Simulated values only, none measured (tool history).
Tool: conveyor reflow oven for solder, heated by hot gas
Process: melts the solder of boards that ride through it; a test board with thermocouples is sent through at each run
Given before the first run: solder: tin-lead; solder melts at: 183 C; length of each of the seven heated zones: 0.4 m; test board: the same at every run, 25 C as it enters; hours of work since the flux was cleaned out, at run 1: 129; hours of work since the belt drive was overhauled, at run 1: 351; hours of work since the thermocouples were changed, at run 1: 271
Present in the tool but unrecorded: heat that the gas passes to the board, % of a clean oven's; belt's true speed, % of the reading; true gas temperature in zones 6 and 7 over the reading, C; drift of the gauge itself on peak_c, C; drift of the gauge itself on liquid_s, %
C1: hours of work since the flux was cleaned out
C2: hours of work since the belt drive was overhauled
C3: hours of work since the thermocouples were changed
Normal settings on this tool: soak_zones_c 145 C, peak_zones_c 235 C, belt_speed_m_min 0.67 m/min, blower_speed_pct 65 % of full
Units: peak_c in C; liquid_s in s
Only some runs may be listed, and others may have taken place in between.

Run 1, hour 0: usual settings; C1 129; C2 351; C3 271. Result: peak_c 212.5 C, liquid_s 51.2 s.
Run 2, hour 72.7: usual settings; C1 172; C2 394; C3 314. Result: peak_c 212.4 C, liquid_s 50.6 s.
Run 3, hour 126.3: usual settings but soak_zones_c 155 C; C1 204; C2 426; C3 346. Result: peak_c 214.5 C, liquid_s 57.3 s.
Run 4, hour 211.1: usual settings but soak_zones_c 155 C; C1 254; C2 476; C3 396. Result: peak_c 214.3 C, liquid_s 57.3 s.
Run 5, hour 297.9: usual settings but soak_zones_c 155 C; C1 305; C2 527; C3 447. Result: peak_c 214.5 C, liquid_s 57.1 s.
At hour 335.4: flux residue cleaned out of gas plates and filters.
Run 6, hour 380.5: usual settings; C1 27; C2 572; C3 493. Result: peak_c 213.9 C, liquid_s 53.1 s.
Run 7, hour 439.4: usual settings but soak_zones_c 155 C; C1 61; C2 607; C3 528. Result: peak_c 216.6 C, liquid_s 59.6 s.
Run 8, hour 538.8: usual settings but peak_zones_c 246 C; C1 120; C2 666; C3 586. Result: peak_c 222.3 C, liquid_s 59.7 s.
Run 9, hour 612: usual settings; C1 163; C2 709; C3 629. Result: peak_c 213.8 C, liquid_s 52.4 s.
Run 10, hour 680.4: usual settings but belt_speed_m_min 0.765 m/min; C1 203; C2 749; C3 670. Result: peak_c 208.2 C, liquid_s 40.3 s.
Run 11, hour 772.7: usual settings but belt_speed_m_min 0.765 m/min; C1 258; C2 804; C3 724. Result: peak_c 208 C, liquid_s 40.8 s.
Run 12, hour 822.8: usual settings but belt_speed_m_min 0.765 m/min; C1 287; C2 833; C3 754. Result: peak_c 207.8 C, liquid_s 40.4 s.
At hour 861.7: belt drive overhauled, speed set with a stopwatch.
At hour 896.4: flux residue cleaned out of gas plates and filters.
Run 13, hour 903.7: usual settings; C1 4; C2 22; C3 796. Result: peak_c 214.1 C, liquid_s 51.9 s.
Run 14, hour 986.7: usual settings; C1 53; C2 71; C3 845. Result: peak_c 213.7 C, liquid_s 52 s.
Run 15, hour 1072.9: usual settings but soak_zones_c 151 C; C1 104; C2 122; C3 896. Result: peak_c 215.4 C, liquid_s 55.2 s.
At hour 1102.3: thermocouples of zones 6 and 7 changed.
Run 16, hour 1124.1: usual settings but soak_zones_c 151 C, peak_zones_c 241 C; C1 133; C2 151; C3 13. Result: peak_c 217.8 C, liquid_s 57.7 s.
Run 17, hour 1175.9: usual settings but soak_zones_c 153 C, blower_speed_pct 84 % of full; C1 164; C2 181; C3 43. Result: peak_c 216.9 C, liquid_s 58.3 s.
Run 18, hour 1216.3: usual settings but soak_zones_c 156 C, blower_speed_pct 52 % of full; C1 188; C2 205; C3 67. Result: peak_c 210.8 C, liquid_s 53.1 s.
Run 19, hour 1262.5: usual settings but soak_zones_c 155 C, belt_speed_m_min 0.731 m/min; C1 215; C2 232; C3 94. Result: peak_c 210.4 C, liquid_s 47.8 s.
Run 20, hour 1356.9: usual settings but soak_zones_c 147 C, peak_zones_c 231 C, belt_speed_m_min 0.638 m/min, blower_speed_pct 55 % of full; C1 270; C2 288; C3 150. Result: peak_c 208.2 C, liquid_s 49.3 s.
Run 21, hour 1442.5: usual settings but soak_zones_c 147 C, peak_zones_c 246 C, blower_speed_pct 57 % of full; C1 321; C2 338; C3 201. Result: peak_c 217.8 C, liquid_s 55.6 s.
At hour 1454.4: flux residue cleaned out of gas plates and filters.
Run 22, hour 1511.5: usual settings but soak_zones_c 147 C, peak_zones_c 229 C, blower_speed_pct 57 % of full; C1 34; C2 376; C3 238. Result: peak_c 206.8 C, liquid_s 46.5 s.
Run 23, hour 1568.8: usual settings but soak_zones_c 143 C, peak_zones_c 244 C, belt_speed_m_min 0.669 m/min, blower_speed_pct 68 % of full; C1 67; C2 410; C3 272. Result: peak_c 220.7 C, liquid_s 57.3 s.
Run 24, hour 1621.1: usual settings but soak_zones_c 143 C, peak_zones_c 241 C, belt_speed_m_min 0.669 m/min, blower_speed_pct 67 % of full; C1 98; C2 441; C3 303. Result: peak_c 217.8 C, liquid_s 55.1 s.
Run 25, hour 1666.9: usual settings but soak_zones_c 138 C, peak_zones_c 238 C, belt_speed_m_min 0.659 m/min, blower_speed_pct 57 % of full; C1 125; C2 468; C3 330. Result: peak_c 212.1 C, liquid_s 48.8 s.
Run 26, hour 1739.1: usual settings but soak_zones_c 149 C, belt_speed_m_min 0.743 m/min; C1 168; C2 510; C3 373. Result: peak_c 210.3 C, liquid_s 45.1 s.
Run 27, hour 1811.9: usual settings but soak_zones_c 159 C, peak_zones_c 243 C, belt_speed_m_min 0.619 m/min, blower_speed_pct 53 % of full; C1 211; C2 553; C3 416. Result: peak_c 222.3 C, liquid_s 70.4 s.
Run 28, hour 1853.4: usual settings but soak_zones_c 159 C, peak_zones_c 243 C, belt_speed_m_min 0.619 m/min, blower_speed_pct 53 % of full; C1 235; C2 578; C3 440. Result: peak_c 222.1 C, liquid_s 71 s.
Run 29, hour 1913.5: usual settings but soak_zones_c 159 C, peak_zones_c 243 C, belt_speed_m_min 0.619 m/min, blower_speed_pct 53 % of full; C1 271; C2 613; C3 475. Result: peak_c 222.2 C, liquid_s 70.6 s.
Run 30, hour 1966: usual settings but soak_zones_c 159 C, peak_zones_c 243 C, belt_speed_m_min 0.619 m/min, blower_speed_pct 53 % of full; C1 302; C2 644; C3 506. Result: peak_c 222.6 C, liquid_s 70.5 s.

Branching from run 30: 3 alternative next runs. What would each branch give?
At hour 2007.9: flux residue cleaned out of gas plates and filters.
Run A, hour 2050.7: usual settings but peak_zones_c 226 C; C1 25; C2 691; C3 553. Result: peak_c ?, liquid_s ?.
At hour 2007.9: flux residue cleaned out of gas plates and filters.
Run B, hour 2050.7: usual settings but belt_speed_m_min 0.545 m/min; C1 25; C2 691; C3 553. Result: peak_c ?, liquid_s ?.
At hour 2007.9: flux residue cleaned out of gas plates and filters.
Run C, hour 2050.7: usual settings but soak_zones_c 149 C, peak_zones_c 243 C, belt_speed_m_min 0.619 m/min, blower_speed_pct 62 % of full; C1 25; C2 691; C3 553. Result: peak_c ?, liquid_s ?.

run  peak_c  liquid_s
  A   207.4      47.3
  B   221.1      73.7
  C   223.9      67.2
Had the tool no hidden state, the same runs would have come out as:
run  peak_c  liquid_s
  A   205.5      44.1
  B     219      70.5
  C   221.8      64.4
